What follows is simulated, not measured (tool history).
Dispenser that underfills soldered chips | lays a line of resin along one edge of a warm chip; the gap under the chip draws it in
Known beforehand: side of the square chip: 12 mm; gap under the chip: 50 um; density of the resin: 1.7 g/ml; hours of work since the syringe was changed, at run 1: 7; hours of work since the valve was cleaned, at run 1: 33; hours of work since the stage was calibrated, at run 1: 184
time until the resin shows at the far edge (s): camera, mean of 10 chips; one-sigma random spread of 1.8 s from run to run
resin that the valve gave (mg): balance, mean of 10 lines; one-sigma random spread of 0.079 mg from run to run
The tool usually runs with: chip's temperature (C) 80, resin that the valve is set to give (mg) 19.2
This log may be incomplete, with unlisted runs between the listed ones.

run	hour	chip's temperature (C)	resin that the valve is set to give (mg)	hours of work since the syringe was changed	hours of work since the valve was cleaned	hours of work since the stage was calibrated	time until the resin shows at the far edge (s)	resin that the valve gave (mg)
1	0	80	19.2	7	33	184	257.1	18.66
# hour 5.6: new syringe of resin
2	6.2	80	19.2	0	37	188	177.3	18.61
3	9.4	80	19.2	3	40	190	201.2	18.68
4	15	80	19.2	7	44	195	261.7	18.35
# hour 20.4: new syringe of resin
5	21	80	19.2	0	48	199	178.1	18.46
6	23.6	80	17	2	50	201	200.7	16.27
7	27.3	80	17	5	53	203	238.8	16.38
8	32.8	80	17	9	57	208	303.4	16.23
# hour 35.1: new syringe of resin
9	38.7	80	21	3	61	212	197.2	19.91
10	41.3	80	21	5	63	214	220.7	20.01
11	46.4	80	21	8	67	217	276.9	19.74
# hour 49.8: new syringe of resin
12	50.4	80	19.2	0	69	220	180.4	18.03
13	56.4	74	19.2	5	74	225	316.5	17.93
14	60.4	74	19.2	8	77	228	375.3	18.02
# hour 64.3: new syringe of resin
15	66.2	74	19.2	1	81	232	264.2	17.92
16	71.1	67	19.2	5	85	235	472.4	17.77
17	74.5	67	19.2	8	87	238	554.7	17.94
# hour 79: new syringe of resin
18	80	67	19.2	1	91	242	366.8	17.72
# hour 83.4: dispensing valve cleaned and set on the balance
19	85.8	67	19.2	4	2	245	442.1	19.09
20	89.1	67	19.2	7	4	248	509	19.32
21	92.1	93	19.2	9	6	250	153.6	19.13
# hour 94.9: new syringe of resin
22	97.9	93	19.2	2	11	254	105.9	19.01
23	103.3	85	19	6	15	258	198.3	18.84
24	106.1	85	24	8	17	260	214.9	23.8
# hour 109.6: new syringe of resin
25	110.2	85	24	0	19	263	136.7	23.7
26	115.6	85	24	5	24	267	175	23.49
27	119	85	24	7	26	270	199.3	23.39
28	122	85	24	9	28	272	227.1	23.53
# hour 124.1: new syringe of resin
29	127.7	73	24.4	3	32	276	288.8	23.65
30	131.2	70	22.9	5	35	278	399.7	22.33
31	135.9	76	16.4	9	38	282	369.5	15.88
# hour 139: new syringe of resin
32	141.4	83	24.2	2	42	286	166.9	23.47
33	145.6	74	22.9	5	45	289	310.6	22.08
34	148.5	74	22.9	7	48	291	356.7	21.96
# hour 153.4: new syringe of resin
35	154.8	73	16.9	1	52	296	281.2	16.29

A few steps of time until the resin shows at the far edge (s) between consecutive runs. Split each: what settings, incoming material and random variation would produce without the hidden state, and what is left over for the hidden state, along with gauge scatter present in only one of the two compared results (measured, and without hidden state):
Hidden state at play: resin's viscosity, % of fresh resin's; dose that the valve gives, % of what is set; true chip temperature over the reading, C; drift of the gauge itself on fill_s, %; drift of the gauge itself on given_mg, %.
Run 14 -> 15: new syringe of resin. time until the resin shows at the far edge (s) -111.1: hidden state -111, all else -0.1.
Run 15 -> 16: chip's temperature (C) 74 -> 67. time until the resin shows at the far edge (s) +208.2: hidden state +101.1, all else +107.1.
Run 17 -> 18: new syringe of resin. time until the resin shows at the far edge (s) -187.9: hidden state -183.6, all else -4.3.
Run 20 -> 21: chip's temperature (C) 67 -> 93. time until the resin shows at the far edge (s) -355.4: hidden state -103.9, all else -251.5.
Run 31 -> 32: chip's temperature (C) 76 -> 83, resin that the valve is set to give (mg) 16.4 -> 24.2, new syringe of resin. time until the resin shows at the far edge (s) -202.6: hidden state -130.7, all else -71.9.
